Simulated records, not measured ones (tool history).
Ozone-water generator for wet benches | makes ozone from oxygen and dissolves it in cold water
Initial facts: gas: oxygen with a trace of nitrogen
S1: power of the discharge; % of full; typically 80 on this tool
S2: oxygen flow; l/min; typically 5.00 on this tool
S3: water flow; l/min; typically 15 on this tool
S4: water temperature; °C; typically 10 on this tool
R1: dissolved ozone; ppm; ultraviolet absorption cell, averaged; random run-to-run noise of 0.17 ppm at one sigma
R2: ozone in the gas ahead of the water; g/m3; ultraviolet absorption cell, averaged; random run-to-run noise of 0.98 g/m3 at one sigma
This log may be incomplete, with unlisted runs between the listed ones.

{"run": 1, "day": 0.0, "S1": 80, "S2": 5.0, "S3": 15, "S4": 10, "R1": 23.0, "R2": 167.8}
{"run": 2, "day": 2.758, "S1": 80, "S2": 5.0, "S3": 15, "S4": 10, "R1": 23.1, "R2": 168.5}
{"run": 3, "day": 4.229, "S1": 80, "S2": 5.0, "S3": 15, "S4": 10, "R1": 23.0, "R2": 165.3}
{"run": 4, "day": 7.196, "S1": 80, "S2": 5.0, "S3": 15, "S4": 10, "R1": 22.6, "R2": 167.3}
{"run": 5, "day": 9.8, "S1": 80, "S2": 5.0, "S3": 15, "S4": 10, "R1": 22.8, "R2": 166.0}
{"run": 6, "day": 11.488, "S1": 42, "S2": 5.0, "S3": 15, "S4": 10, "R1": 15.1, "R2": 108.2}
{"run": 7, "day": 13.05, "S1": 42, "S2": 5.0, "S3": 15, "S4": 10, "R1": 14.9, "R2": 109.6}
{"run": 8, "day": 14.592, "S1": 42, "S2": 5.0, "S3": 15, "S4": 10, "R1": 15.1, "R2": 109.7}
{"run": 9, "day": 17.433, "S1": 80, "S2": 6.67, "S3": 15, "S4": 10, "R1": 23.2, "R2": 147.3}
{"run": 10, "day": 18.717, "S1": 80, "S2": 5.0, "S3": 15, "S4": 10, "R1": 22.8, "R2": 165.0}
{"run": 11, "day": 20.204, "S1": 80, "S2": 5.0, "S3": 14, "S4": 10, "R1": 23.7, "R2": 167.4}
{"run": 12, "day": 22.554, "S1": 80, "S2": 5.0, "S3": 14, "S4": 10, "R1": 23.8, "R2": 165.5}
{"run": 13, "day": 24.479, "S1": 80, "S2": 5.0, "S3": 9, "S4": 10, "R1": 33.0, "R2": 164.5}
{"run": 14, "day": 26.342, "S1": 80, "S2": 5.0, "S3": 15, "S4": 10, "R1": 22.4, "R2": 163.6}
{"run": 15, "day": 28.308, "S1": 80, "S2": 5.0, "S3": 15, "S4": 10, "R1": 22.0, "R2": 163.9}
{"day": 28.629, "done": "contactor cleaned"}
{"run": 16, "day": 29.892, "S1": 80, "S2": 5.0, "S3": 15, "S4": 8, "R1": 22.4, "R2": 162.2}
{"run": 17, "day": 32.404, "S1": 80, "S2": 5.0, "S3": 15, "S4": 12, "R1": 21.2, "R2": 162.5}
{"run": 18, "day": 33.942, "S1": 80, "S2": 3.92, "S3": 15, "S4": 13, "R1": 20.2, "R2": 179.9}
{"run": 19, "day": 36.204, "S1": 80, "S2": 8.56, "S3": 15, "S4": 10, "R1": 22.8, "R2": 129.7}
{"run": 20, "day": 37.954, "S1": 77, "S2": 8.99, "S3": 10, "S4": 6, "R1": 31.8, "R2": 125.1}
{"day": 38.767, "done": "contactor cleaned, once more"}
{"run": 21, "day": 40.112, "S1": 80, "S2": 5.0, "S3": 11, "S4": 8, "R1": 30.2, "R2": 160.6}
{"run": 22, "day": 41.4, "S1": 45, "S2": 5.0, "S3": 10, "S4": 10, "R1": 21.7, "R2": 111.8}
{"run": 23, "day": 43.8, "S1": 45, "S2": 5.0, "S3": 10, "S4": 10, "R1": 21.8, "R2": 112.7}
{"run": 24, "day": 45.508, "S1": 45, "S2": 5.0, "S3": 10, "S4": 10, "R1": 21.4, "R2": 110.7}
{"run": 25, "day": 48.321, "S1": 45, "S2": 5.0, "S3": 10, "S4": 10, "R1": 21.8, "R2": 112.2}
{"run": 26, "day": 49.783, "S1": 66, "S2": 5.0, "S3": 16, "S4": 6, "R1": 19.9, "R2": 141.7}
{"run": 27, "day": 52.146, "S1": 66, "S2": 5.0, "S3": 16, "S4": 15, "R1": 17.6, "R2": 143.0}
{"run": 28, "day": 54.892, "S1": 92, "S2": 3.39, "S3": 10, "S4": 11, "R1": 31.8, "R2": 203.4}
{"run": 29, "day": 57.579, "S1": 85, "S2": 7.06, "S3": 16, "S4": 8, "R1": 23.6, "R2": 142.9}
{"run": 30, "day": 59.683, "S1": 85, "S2": 3.49, "S3": 10, "S4": 8, "R1": 31.6, "R2": 190.6}
{"run": 31, "day": 61.388, "S1": 100, "S2": 5.0, "S3": 15, "S4": 10, "R1": 25.6, "R2": 181.7}
{"run": 32, "day": 63.546, "S1": 100, "S2": 5.0, "S3": 15, "S4": 10, "R1": 25.5, "R2": 180.1}

Measured minus without-hidden-state, run by run (identical run-to-run variation in each term; gauge scatter may differ):
Unlogged tool condition in this case: yield of the discharge, % of new electrodes'; contactor's efficiency, % of a clean one's; true water temperature over the reading, C; drift of the gauge itself on ozone_ppm, %; drift of the gauge itself on gas_g_m3, %.
run=1 R1=-0.7 R2=-0.4
run=2 R1=-0.7 R2=-0.8
run=3 R1=-0.8 R2=-1.0
run=4 R1=-0.9 R2=-1.5
run=5 R1=-1.0 R2=-2.0
run=6 R1=-0.6 R2=-0.9
run=7 R1=-0.6 R2=-1.0
run=8 R1=-0.6 R2=-1.1
run=9 R1=-1.3 R2=-2.9
run=10 R1=-1.2 R2=-3.4
run=11 R1=-1.3 R2=-3.7
run=12 R1=-1.4 R2=-4.1
run=13 R1=-1.7 R2=-4.4
run=14 R1=-1.4 R2=-4.7
run=15 R1=-1.6 R2=-5.1
run=16 R1=-1.9 R2=-5.2
run=17 R1=-1.9 R2=-5.7
run=18 R1=-1.8 R2=-6.6
run=19 R1=-2.2 R2=-5.0
run=20 R1=-2.6 R2=-4.9
run=21 R1=-1.4 R2=-6.9
run=22 R1=-0.7 R2=-3.2
run=23 R1=-0.8 R2=-3.4
run=24 R1=-0.8 R2=-3.5
run=25 R1=-0.9 R2=-3.8
run=26 R1=-1.0 R2=-6.7
run=27 R1=-1.0 R2=-7.0
run=28 R1=-2.2 R2=-13.0
run=29 R1=-1.7 R2=-9.2
run=30 R1=-2.4 R2=-12.6
run=31 R1=-2.2 R2=-13.6
run=32 R1=-2.2 R2=-14.0

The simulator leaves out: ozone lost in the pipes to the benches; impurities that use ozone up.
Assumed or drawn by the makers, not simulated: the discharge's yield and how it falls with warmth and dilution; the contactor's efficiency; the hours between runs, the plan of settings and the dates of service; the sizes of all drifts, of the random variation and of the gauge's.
